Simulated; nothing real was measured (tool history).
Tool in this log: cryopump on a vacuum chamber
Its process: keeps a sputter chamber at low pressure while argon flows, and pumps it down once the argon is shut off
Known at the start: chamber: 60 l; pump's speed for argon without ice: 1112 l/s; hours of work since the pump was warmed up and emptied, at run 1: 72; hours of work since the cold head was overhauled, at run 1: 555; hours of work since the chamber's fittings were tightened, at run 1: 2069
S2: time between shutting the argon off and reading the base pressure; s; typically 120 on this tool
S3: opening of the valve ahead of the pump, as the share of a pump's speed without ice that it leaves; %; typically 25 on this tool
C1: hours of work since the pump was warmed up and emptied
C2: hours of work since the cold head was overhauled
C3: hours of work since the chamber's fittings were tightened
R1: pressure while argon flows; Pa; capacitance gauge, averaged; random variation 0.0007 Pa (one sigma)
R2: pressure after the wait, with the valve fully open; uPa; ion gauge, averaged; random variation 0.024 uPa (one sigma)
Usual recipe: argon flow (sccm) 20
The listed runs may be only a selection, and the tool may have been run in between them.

run 1 hour=0.0 | argon_flow_(sccm)=20 S2=120 S3=25 | C1=72 C2=555 C3=2069 | R1=0.1236 R2=1.97
run 2 hour=9.0 | argon_flow_(sccm)=20 S2=120 S3=25 | C1=80 C2=563 C3=2077 | R1=0.1223 R2=1.99
run 3 hour=23.7 | argon_flow_(sccm)=20 S2=120 S3=25 | C1=92 C2=576 C3=2090 | R1=0.1243 R2=1.97
run 4 hour=35.4 | argon_flow_(sccm)=20 S2=120 S3=25 | C1=102 C2=586 C3=2100 | R1=0.1244 R2=2.07
run 5 hour=44.4 | argon_flow_(sccm)=20 S2=120 S3=25 | C1=110 C2=594 C3=2108 | R1=0.1241 R2=2.03
run 6 hour=55.8 | argon_flow_(sccm)=20 S2=120 S3=25 | C1=120 C2=604 C3=2117 | R1=0.1245 R2=2.04
run 7 hour=71.6 | argon_flow_(sccm)=20 S2=120 S3=25 | C1=134 C2=617 C3=2131 | R1=0.1257 R2=2.05
run 8 hour=80.0 | argon_flow_(sccm)=20 S2=120 S3=25 | C1=141 C2=625 C3=2138 | R1=0.1256 R2=2.02
run 9 hour=92.3 | argon_flow_(sccm)=20 S2=120 S3=25 | C1=152 C2=635 C3=2149 | R1=0.1235 R2=2.12
run 10 hour=101.3 | argon_flow_(sccm)=20 S2=26 S3=25 | C1=159 C2=643 C3=2157 | R1=0.1259 R2=4.19
run 11 hour=114.2 | argon_flow_(sccm)=19 S2=120 S3=25 | C1=170 C2=654 C3=2168 | R1=0.1186 R2=2.12
run 12 hour=127.2 | argon_flow_(sccm)=10 S2=120 S3=25 | C1=182 C2=665 C3=2179 | R1=0.0633 R2=2.14
run 13 hour=138.9 | argon_flow_(sccm)=10 S2=120 S3=25 | C1=192 C2=676 C3=2189 | R1=0.0634 R2=2.17
run 14 hour=151.3 | argon_flow_(sccm)=12 S2=32 S3=20 | C1=203 C2=686 C3=2200 | R1=0.0938 R2=3.62
run 15 hour=158.5 | argon_flow_(sccm)=8 S2=28 S3=20 | C1=209 C2=693 C3=2206 | R1=0.0619 R2=4.05
run 16 hour=166.4 | argon_flow_(sccm)=8 S2=127 S3=20 | C1=216 C2=699 C3=2213 | R1=0.0626 R2=2.25
run 17 hour=179.2 | argon_flow_(sccm)=8 S2=127 S3=20 | C1=227 C2=711 C3=2224 | R1=0.0635 R2=2.19
run 18 hour=186.2 | argon_flow_(sccm)=12 S2=277 S3=40 | C1=233 C2=716 C3=2230 | R1=0.0497 R2=1.92
run 19 hour=200.5 | argon_flow_(sccm)=12 S2=26 S3=57 | C1=245 C2=729 C3=2243 | R1=0.0358 R2=4.22
run 20 hour=216.0 | argon_flow_(sccm)=12 S2=109 S3=25 | C1=259 C2=742 C3=2256 | R1=0.0774 R2=2.30
run 21 hour=225.6 | argon_flow_(sccm)=12 S2=109 S3=25 | C1=267 C2=751 C3=2264 | R1=0.0775 R2=2.35
run 22 hour=234.6 | argon_flow_(sccm)=12 S2=109 S3=25 | C1=275 C2=758 C3=2272 | R1=0.0771 R2=2.30
run 23 hour=251.3 | argon_flow_(sccm)=20 S2=26 S3=20 | C1=289 C2=773 C3=2286 | R1=0.1593 R2=4.36
run 24 hour=262.1 | argon_flow_(sccm)=20 S2=26 S3=20 | C1=298 C2=782 C3=2296 | R1=0.1595 R2=4.47
run 25 hour=277.7 | argon_flow_(sccm)=20 S2=26 S3=20 | C1=312 C2=796 C3=2309 | R1=0.1611 R2=4.41
run 26 hour=286.0 | argon_flow_(sccm)=20 S2=211 S3=27 | C1=319 C2=803 C3=2316 | R1=0.1197 R2=2.13

Hidden state or all else? Some run-to-run changes of R1, split into what the settings, what came in and random variation would give without the hidden state, and what is left for the hidden state (with any gauge scatter that isn't in both results):
The hidden state here: pump's speed, % of a pump's without ice; cold plate's temperature, K; leak into the chamber, uPa l/s; drift of the gauge itself on working_pa, %; drift of the gauge itself on base_upa, %.
Run 11 -> 12: argon flow (sccm) 19 -> 10. R1 -0.0553 Pa: hidden state -0.0017, all else -0.0536.
Run 22 -> 23: argon flow (sccm) 12 -> 20, S2 109 -> 26, S3 25 -> 20. R1 +0.0822 Pa: hidden state +0.0032, all else +0.0790.
